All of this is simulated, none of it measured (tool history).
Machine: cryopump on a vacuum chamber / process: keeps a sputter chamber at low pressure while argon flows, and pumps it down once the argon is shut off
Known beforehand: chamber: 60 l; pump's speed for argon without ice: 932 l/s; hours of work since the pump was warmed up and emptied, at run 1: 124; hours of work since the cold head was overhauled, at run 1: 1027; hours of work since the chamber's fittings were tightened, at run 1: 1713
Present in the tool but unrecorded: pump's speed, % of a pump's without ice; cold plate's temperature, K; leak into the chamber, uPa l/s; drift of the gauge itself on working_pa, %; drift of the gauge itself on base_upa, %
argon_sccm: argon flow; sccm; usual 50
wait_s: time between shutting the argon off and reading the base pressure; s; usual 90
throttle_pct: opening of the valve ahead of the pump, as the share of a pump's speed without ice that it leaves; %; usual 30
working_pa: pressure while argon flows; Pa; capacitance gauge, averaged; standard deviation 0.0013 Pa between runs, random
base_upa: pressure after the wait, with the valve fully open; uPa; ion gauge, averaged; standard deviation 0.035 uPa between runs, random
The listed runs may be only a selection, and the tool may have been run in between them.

run    hour  argon_sccm  wait_s  throttle_pct  hours of work since the pump was warmed up and emptied  hours of work since the cold head was overhauled  hours of work since the chamber's fittings were tightened  working_pa  base_upa
  1     0.0          50      90            30                                                     124                                              1027                                                       1713      0.3057      3.08
  2    30.2          50      90            30                                                     151                                              1053                                                       1739      0.3057      3.21
  3    88.1          50     103            30                                                     201                                              1104                                                       1789      0.3095      3.04
  4   153.6          50     103            30                                                     258                                              1160                                                       1846      0.3108      3.03
  5   212.4          50     103            30                                                     309                                              1211                                                       1897      0.3130      3.25
  6   259.0          50      90            30                                                     349                                              1252                                                       1937      0.3160      3.44
  7   295.4          50      90            25                                                     381                                              1283                                                       1969      0.3761      3.50
  8   336.3          50      90            25                                                     416                                              1319                                                       2004      0.3780      3.58
  9   375.2          50      90            25                                                     450                                              1353                                                       2038      0.3790      3.54
 10   402.3          50      90            25                                                     473                                              1376                                                       2062      0.3801      3.65
 11   455.9          50      90            25                                                     520                                              1423                                                       2108      0.3832      3.61
 12   505.4          50      90            25                                                     563                                              1466                                                       2151      0.3879      3.79
 13   548.2          50      56            30                                                     600                                              1503                                                       2188      0.3252      4.68
 14   611.8          50      90            30                                                     655                                              1558                                                       2243      0.3320      3.95
 15   662.5          50      90            30                                                     699                                              1602                                                       2287      0.3304      3.98
 16   692.7          50      90            30                                                     725                                              1628                                                       2313      0.3363      3.97
 17   724.9          50      90            30                                                     753                                              1656                                                       2341      0.3340      4.04
 18   764.7          50      90            30                                                     788                                              1690                                                       2376      0.3373      4.14
 19   791.4          63      90            49                                                     811                                              1714                                                       2399      0.2807      4.23
 20   843.3          63      90            24                                                     856                                              1759                                                       2444      0.5250      4.40
 21   880.8          63      90            24                                                     888                                              1791                                                       2477      0.5292      4.46
      895.9  -- pump warmed up, emptied and cooled again
 22   913.6          63      90            24                                                      15                                              1815                                                       2501      0.4786      3.62
 23   948.6          63     122            20                                                      46                                              1846                                                       2531      0.5719      3.14
 24   990.5          78      56            46                                                      82                                              1882                                                       2567      0.3149      4.64
 25  1050.8          81      89            54                                                     134                                              1934                                                       2620      0.2828      3.71
 26  1079.3          92      90            30                                                     159                                              1959                                                       2644      0.5705      3.78
 27  1131.7          35      94            23                                                     205                                              2004                                                       2690      0.2814      3.77
 28  1166.0          35      23            23                                                     234                                              2034                                                       2720      0.2832      8.84
 29  1200.0          50      42            16                                                     264                                              2064                                                       2749      0.5766      5.84
 30  1228.7          31      26            25                                                     289                                              2089                                                       2774      0.2326      7.63
 31  1292.6          98     187            35                                                     344                                              2144                                                       2829      0.5362      3.20
 32  1339.7          98     187            25                                                     385                                              2185                                                       2870      0.7437      3.34
 33  1380.4          23      96            24                                                     420                                              2220                                                       2906      0.1836      4.02
 34  1445.5          37     184            24                                                     477                                              2277                                                       2962      0.2937      3.59

Hidden state or all else? Some run-to-run changes of working_pa, split into what the settings, what came in and random variation would give without the hidden state, and what is left for the hidden state (with any gauge scatter that isn't in both results):
Run 21 -> 22: pump warmed up, emptied and cooled again. working_pa -0.0506 Pa: hidden state -0.0505, all else -0.0001.
Run 29 -> 30: argon_sccm 50 -> 31, wait_s 42 -> 26, throttle_pct 16 -> 25. working_pa -0.3440 Pa: hidden state -0.0037, all else -0.3403.
Run 30 -> 31: argon_sccm 31 -> 98, wait_s 26 -> 187, throttle_pct 25 -> 35. working_pa +0.3036 Pa: hidden state +0.0214, all else +0.2822.
Run 32 -> 33: argon_sccm 98 -> 23, wait_s 187 -> 96, throttle_pct 25 -> 24. working_pa -0.5601 Pa: hidden state -0.0241, all else -0.5360.
